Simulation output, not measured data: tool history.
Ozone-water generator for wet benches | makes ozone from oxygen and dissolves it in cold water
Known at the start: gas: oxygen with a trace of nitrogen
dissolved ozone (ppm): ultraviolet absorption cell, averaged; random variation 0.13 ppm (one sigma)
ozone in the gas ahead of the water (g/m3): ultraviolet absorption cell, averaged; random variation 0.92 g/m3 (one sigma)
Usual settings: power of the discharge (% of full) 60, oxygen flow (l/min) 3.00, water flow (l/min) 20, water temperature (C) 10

run,hour,power of the discharge (% of full),oxygen flow (l/min),water flow (l/min),water temperature (C),dissolved ozone (ppm),ozone in the gas ahead of the water (g/m3)
1,0.0,60,3.00,20,10,13.8,156.9
2,134.2,60,3.00,20,10,13.6,154.6
3,250.4,60,3.00,20,10,13.3,154.3
4,328.4,60,3.00,20,10,13.6,155.2
5,471.5,72,3.00,20,10,15.9,183.5
6,574.3,72,3.00,20,10,16.3,184.3
7,712.0,72,3.00,20,10,16.2,182.9
8,774.5,72,3.00,20,10,15.9,181.7
9,837.8,72,3.00,20,10,16.1,181.4
10,940.2,72,3.00,20,10,15.8,181.7
11,1067.0,72,3.00,20,10,16.0,181.6
12,1157.5,60,3.00,20,10,13.2,153.4
13,1271.9,60,3.00,20,10,13.4,154.0
# hour 1279.2: water thermometer calibrated
14,1380.6,60,3.00,20,10,13.6,151.0
# hour 1484.9: water thermometer calibrated, once more
15,1496.8,60,3.00,17,11,15.1,154.5
16,1572.2,80,3.00,18,10,18.8,198.3
17,1709.1,80,2.73,17,7,19.9,205.3
18,1840.5,80,2.73,17,7,20.0,205.4
19,1966.2,80,2.73,17,7,19.8,201.6
20,2076.9,43,2.73,17,17,10.1,114.2
21,2138.9,43,2.73,17,17,10.0,114.3
22,2275.7,43,2.73,17,17,10.3,114.6
23,2390.6,89,3.24,13,7,29.2,208.8
24,2490.1,60,2.18,20,10,11.3,166.0
25,2567.6,60,2.84,20,5,13.0,152.7
26,2628.8,67,4.23,24,6,14.6,148.2
27,2761.1,86,3.00,17,13,20.4,205.7

Forecast each of these 4 alternatives for the next run:
A,2841.6,60,3.00,20,5,?,?
B,2841.6,86,3.00,13,13,?,?
C,2841.6,41,3.00,17,13,?,?
D,2841.6,86,2.15,14,13,?,?

run,dissolved ozone (ppm),ozone in the gas ahead of the water (g/m3)
A,13.4,149.1
B,25.4,207.1
C,10.5,106.1
D,21.5,230.8
Without the tool's hidden state the same runs would have given:
run,dissolved ozone (ppm),ozone in the gas ahead of the water (g/m3)
A,14.2,155.1
B,27.2,218.7
C,10.9,108.6
D,23.0,243.8
